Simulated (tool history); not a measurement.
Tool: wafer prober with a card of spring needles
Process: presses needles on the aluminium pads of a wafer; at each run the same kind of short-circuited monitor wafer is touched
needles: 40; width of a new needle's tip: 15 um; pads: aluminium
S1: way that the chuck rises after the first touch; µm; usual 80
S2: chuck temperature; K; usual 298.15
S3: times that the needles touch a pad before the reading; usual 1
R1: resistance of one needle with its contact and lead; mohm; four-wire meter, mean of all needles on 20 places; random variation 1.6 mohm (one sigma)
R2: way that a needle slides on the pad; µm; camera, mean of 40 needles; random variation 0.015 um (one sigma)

run 1 day=0.000 | S1=80 S2=298.15 S3=1 | R1=164 R2=12.66
run 2 day=0.221 | S1=80 S2=298.15 S3=1 | R1=164 R2=12.67
run 3 day=0.404 | S1=96 S2=298.15 S3=1 | R1=162 R2=15.21
-- day=0.575 tips cleaned on abrasive film
run 4 day=0.792 | S1=96 S2=298.15 S3=1 | R1=164 R2=15.17
run 5 day=1.092 | S1=96 S2=298.15 S3=1 | R1=164 R2=15.20
-- day=1.271 tips cleaned on abrasive film
run 6 day=1.304 | S1=80 S2=310.15 S3=1 | R1=168 R2=12.67
run 7 day=1.583 | S1=80 S2=310.15 S3=2 | R1=169 R2=12.67
-- day=1.967 tips cleaned on abrasive film
run 8 day=1.975 | S1=80 S2=312.15 S3=2 | R1=165 R2=12.69
run 9 day=2.312 | S1=80 S2=312.15 S3=2 | R1=167 R2=12.68
-- day=2.679 tips cleaned on abrasive film
run 10 day=2.717 | S1=80 S2=298.15 S3=1 | R1=163 R2=12.71
run 11 day=3.029 | S1=80 S2=298.15 S3=1 | R1=164 R2=12.75
-- day=3.371 tips cleaned on abrasive film
run 12 day=3.429 | S1=80 S2=353.15 S3=1 | R1=176 R2=12.76
run 13 day=3.779 | S1=80 S2=298.15 S3=1 | R1=165 R2=12.74
run 14 day=4.017 | S1=80 S2=298.15 S3=1 | R1=163 R2=12.77
-- day=4.075 tips cleaned on abrasive film
run 15 day=4.246 | S1=80 S2=298.15 S3=1 | R1=163 R2=12.73
run 16 day=4.604 | S1=80 S2=298.15 S3=1 | R1=164 R2=12.74
-- day=4.767 tips cleaned on abrasive film
run 17 day=4.808 | S1=80 S2=298.15 S3=1 | R1=160 R2=12.75
run 18 day=5.138 | S1=80 S2=298.15 S3=1 | R1=162 R2=12.79
-- day=5.454 tips cleaned on abrasive film
run 19 day=5.454 | S1=80 S2=305.15 S3=3 | R1=164 R2=12.78
run 20 day=5.742 | S1=93 S2=347.15 S3=2 | R1=171 R2=14.87
run 21 day=6.075 | S1=88 S2=298.15 S3=3 | R1=159 R2=14.06
-- day=6.146 tips cleaned on abrasive film
run 22 day=6.258 | S1=95 S2=313.15 S3=3 | R1=166 R2=15.18
run 23 day=6.454 | S1=98 S2=359.15 S3=2 | R1=172 R2=15.69
-- day=6.854 tips cleaned on abrasive film
run 24 day=6.883 | S1=98 S2=359.15 S3=2 | R1=169 R2=15.71
run 25 day=7.125 | S1=76 S2=369.15 S3=1 | R1=181 R2=12.18
run 26 day=7.467 | S1=89 S2=321.15 S3=1 | R1=167 R2=14.26
-- day=7.562 tips cleaned on abrasive film
-- day=7.779 height of the first contact set anew
run 27 day=7.912 | S1=83 S2=385.15 S3=1 | R1=179 R2=13.32
run 28 day=8.133 | S1=60 S2=305.15 S3=1 | R1=170 R2=9.61
-- day=8.283 tips cleaned on abrasive film
run 29 day=8.358 | S1=88 S2=300.15 S3=1 | R1=163 R2=14.14
run 30 day=8.708 | S1=76 S2=315.15 S3=1 | R1=167 R2=12.21
-- day=8.979 tips cleaned on abrasive film
run 31 day=9.054 | S1=76 S2=348.15 S3=2 | R1=175 R2=12.25
run 32 day=9.308 | S1=72 S2=315.15 S3=2 | R1=166 R2=11.59
-- day=9.679 tips cleaned on abrasive film
run 33 day=9.738 | S1=70 S2=367.15 S3=2 | R1=176 R2=11.28
run 34 day=10.062 | S1=80 S2=360.15 S3=1 | R1=173 R2=12.89

3 ways to go on from here, each from the tool as it stands after run 34. What would each give?
run A day=10.288 | S1=100 S2=298.15 S3=1 | R1=? R2=?
run B day=10.288 | S1=80 S2=351.15 S3=1 | R1=? R2=?
run C day=10.288 | S1=90 S2=307.15 S3=1 | R1=? R2=?

run=A R1=161 R2=16.10
run=B R1=173 R2=12.91
run=C R1=162 R2=14.50
Without the tool's hidden state the same runs would have given:
run=A R1=160 R2=15.80
run=B R1=172 R2=12.67
run=C R1=161 R2=14.23
